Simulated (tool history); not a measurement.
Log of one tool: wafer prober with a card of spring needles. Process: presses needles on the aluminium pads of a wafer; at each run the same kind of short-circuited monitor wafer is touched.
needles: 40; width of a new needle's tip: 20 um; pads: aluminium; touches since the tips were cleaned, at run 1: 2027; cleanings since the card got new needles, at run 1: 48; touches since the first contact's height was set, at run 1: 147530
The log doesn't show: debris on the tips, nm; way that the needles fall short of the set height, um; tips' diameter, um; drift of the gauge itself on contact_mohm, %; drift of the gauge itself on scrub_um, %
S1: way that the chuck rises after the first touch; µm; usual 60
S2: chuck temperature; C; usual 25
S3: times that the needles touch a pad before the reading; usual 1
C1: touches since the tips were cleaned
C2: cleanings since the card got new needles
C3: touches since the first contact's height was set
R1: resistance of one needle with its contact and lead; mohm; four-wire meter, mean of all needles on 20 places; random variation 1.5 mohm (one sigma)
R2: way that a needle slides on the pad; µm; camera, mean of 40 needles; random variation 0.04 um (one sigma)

run	hour	S1	S2	S3	C1	C2	C3	R1	R2
1	0	60	25	1	2027	48	147530	162	12.9
# hour 2.3: tips cleaned on abrasive film
2	7.4	60	25	1	2208	49	150670	198	12.63
# hour 9.1: tips cleaned on abrasive film
3	13.5	60	25	1	1898	50	153278	165	12.59
# hour 15.7: tips cleaned on abrasive film
# hour 22.9: tips cleaned on abrasive film
4	23.3	60	54	1	159	52	157441	146	12.62
5	28.4	60	54	1	2344	52	159626	172	12.63
# hour 29.8: tips cleaned on abrasive film
6	33.9	60	54	1	1747	53	161969	166	12.51
# hour 36.2: tips cleaned on abrasive film
7	41.7	60	54	1	2391	54	165313	174	12.61
# hour 42.6: tips cleaned on abrasive film
# hour 49.4: tips cleaned on abrasive film
8	50.2	60	25	1	365	56	168916	140	12.6
# hour 53.8: tips cleaned on abrasive film, once more
9	57.6	60	25	1	1633	57	172066	159	12.56
# hour 60.7: tips cleaned on abrasive film
10	65	60	25	1	1875	58	175220	164	12.55
# hour 67.1: tips cleaned on abrasive film
# hour 74.1: tips cleaned on abrasive film
11	75.2	60	25	1	454	60	179548	144	12.55
12	79.9	60	25	1	2502	60	181596	170	12.54
# hour 80.5: tips cleaned on abrasive film
# hour 87.3: tips cleaned on abrasive film
13	88.5	60	25	2	500	62	185210	141	12.54
# hour 94.3: tips cleaned on abrasive film
14	97.8	60	25	1	1489	63	189187	161	12.54
# hour 100: height of the first contact set anew
# hour 101.5: tips cleaned on abrasive film
15	103	60	25	2	653	64	1226	141	13.41
# hour 108.2: tips cleaned on abrasive film
16	108.5	60	123	1	146	65	3578	154	13.41
17	113.6	41	64	2	2353	65	5785	184	9.13
# hour 114.9: tips cleaned on abrasive film
18	117.9	41	64	2	1261	66	7581	168	9.12
# hour 121.4: tips cleaned on abrasive film
19	124.7	54	36	1	1433	67	10515	165	11.99
# hour 128: tips cleaned on abrasive film
# hour 134.6: tips cleaned on abrasive film
20	135	54	36	1	190	69	14891	143	11.95
# hour 141: tips cleaned on abrasive film
21	144.1	60	61	2	1324	70	18748	154	13.36
# hour 148: tips cleaned on abrasive film
22	151.2	60	61	2	1382	71	21813	154	13.31
# hour 154.9: tips cleaned on abrasive film
23	156.9	60	61	2	865	72	24232	146	13.3
# hour 162.1: tips cleaned on abrasive film
24	164.6	49	37	1	1072	73	27494	163	10.84
# hour 169.3: tips cleaned on abrasive film
25	169.7	70	60	1	196	74	29677	138	15.55
26	175.2	60	72	2	2556	74	32037	161	13.39
# hour 175.8: tips cleaned on abrasive film
27	180.4	72	27	3	2027	75	34280	140	15.96
# hour 182.6: tips cleaned on abrasive film
28	186	60	90	2	1447	76	36627	155	13.2
# hour 189.2: tips cleaned on abrasive film
29	194.9	44	25	1	2442	77	40445	199	9.62
# hour 195.9: tips cleaned on abrasive film
30	200.5	65	25	2	1993	78	42831	147	14.38
# hour 202.6: tips cleaned on abrasive film
31	205.5	62	123	2	1288	79	44966	160	13.65
# hour 209.6: tips cleaned on abrasive film
32	210.5	62	123	2	387	80	47057	151	13.69

Forecast each of these 5 alternatives for the next run:
A	215.7	52	53	1	2632	80	49302	?	?
B	215.7	48	99	2	2632	80	49302	?	?
C	215.7	48	25	1	2632	80	49302	?	?
D	215.7	48	25	1	2632	80	49302	?	?
E	215.7	65	32	1	2632	80	49302	?	?

run	R1	R2
A	186	11.49
B	181	10.53
C	190	10.48
D	192	10.57
E	166	14.36
Without the tool's hidden state the same runs would have given:
run	R1	R2
A	139	11.67
B	150	10.71
C	134	10.66
D	135	10.75
E	133	14.54
